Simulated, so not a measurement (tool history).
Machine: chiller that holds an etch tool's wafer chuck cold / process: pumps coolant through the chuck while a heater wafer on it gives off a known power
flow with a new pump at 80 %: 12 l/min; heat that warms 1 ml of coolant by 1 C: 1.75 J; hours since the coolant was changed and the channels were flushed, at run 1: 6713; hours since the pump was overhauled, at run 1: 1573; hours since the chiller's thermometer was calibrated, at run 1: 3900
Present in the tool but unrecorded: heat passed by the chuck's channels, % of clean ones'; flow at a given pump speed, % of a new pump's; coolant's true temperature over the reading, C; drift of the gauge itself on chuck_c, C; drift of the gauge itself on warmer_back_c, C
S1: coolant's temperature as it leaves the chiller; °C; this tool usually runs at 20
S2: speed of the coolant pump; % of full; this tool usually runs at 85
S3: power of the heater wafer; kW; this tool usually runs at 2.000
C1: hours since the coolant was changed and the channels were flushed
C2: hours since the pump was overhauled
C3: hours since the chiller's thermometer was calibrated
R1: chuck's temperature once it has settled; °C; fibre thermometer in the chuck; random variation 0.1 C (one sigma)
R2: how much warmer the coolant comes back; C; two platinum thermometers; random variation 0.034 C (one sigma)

Run 1, day 0.000: usual settings; C1 6713; C2 1573; C3 3900. Result: R1 34.1 °C, R2 5.44 C.
Run 2, day 1.029: usual settings; C1 6738; C2 1598; C3 3925. Result: R1 34.2 °C, R2 5.40 C.
Run 3, day 2.408: usual settings but S2 78 % of full; C1 6771; C2 1631; C3 3958. Result: R1 35.6 °C, R2 5.98 C.
Run 4, day 3.929: usual settings but S2 78 % of full; C1 6808; C2 1667; C3 3995. Result: R1 35.6 °C, R2 5.91 C.
Run 5, day 4.712: usual settings but S1 13 °C; C1 6826; C2 1686; C3 4014. Result: R1 27.3 °C, R2 5.39 C.
Run 6, day 5.762: usual settings but S1 13 °C, S3 2.017 kW; C1 6852; C2 1711; C3 4039. Result: R1 27.5 °C, R2 5.50 C.
Run 7, day 6.983: usual settings but S1 13 °C, S3 2.017 kW; C1 6881; C2 1740; C3 4068. Result: R1 27.5 °C, R2 5.42 C.
Run 8, day 8.067: usual settings but S2 71 % of full, S3 1.049 kW; C1 6907; C2 1767; C3 4094. Result: R1 28.6 °C, R2 3.50 C.
Run 9, day 9.221: usual settings but S2 71 % of full, S3 1.049 kW; C1 6935; C2 1794; C3 4122. Result: R1 28.9 °C, R2 3.47 C.
Run 10, day 10.596: usual settings but S2 71 % of full, S3 1.049 kW; C1 6968; C2 1827; C3 4155. Result: R1 28.9 °C, R2 3.50 C.
Run 11, day 11.458: usual settings but S2 71 % of full, S3 1.049 kW; C1 6988; C2 1848; C3 4176. Result: R1 28.9 °C, R2 3.55 C.
Run 12, day 13.062: usual settings but S1 12 °C, S2 71 % of full, S3 1.049 kW; C1 7027; C2 1886; C3 4214. Result: R1 20.8 °C, R2 3.52 C.
Run 13, day 13.796: usual settings but S1 22 °C, S2 71 % of full, S3 1.859 kW; C1 7044; C2 1904; C3 4232. Result: R1 37.8 °C, R2 6.19 C.
Run 14, day 14.946: usual settings but S1 11 °C, S3 1.391 kW; C1 7072; C2 1932; C3 4259. Result: R1 20.7 °C, R2 3.80 C.

Below are 4 alternative next runs, each starting from the tool's condition after run 14. Predict each:
Run A, day 15.829: usual settings but S1 24 °C; C1 7093; C2 1953; C3 4280. Result: R1 ?, R2 ?.
Run B, day 15.829: usual settings but S3 2.817 kW; C1 7093; C2 1953; C3 4280. Result: R1 ?, R2 ?.
Run C, day 15.829: usual settings but S1 14 °C, S2 84 % of full, S3 2.416 kW; C1 7093; C2 1953; C3 4280. Result: R1 ?, R2 ?.
Run D, day 15.829: usual settings but S2 78 % of full, S3 1.343 kW; C1 7093; C2 1953; C3 4280. Result: R1 ?, R2 ?.

run    R1    R2
  A  38.3  5.51
  B  40.3  7.65
  C  31.7  6.68
  D  30.4  4.03
Had the tool no hidden state, the same runs would have come out as:
run    R1    R2
  A  37.3  5.39
  B  38.7  7.48
  C  30.3  6.52
  D  29.8  3.94
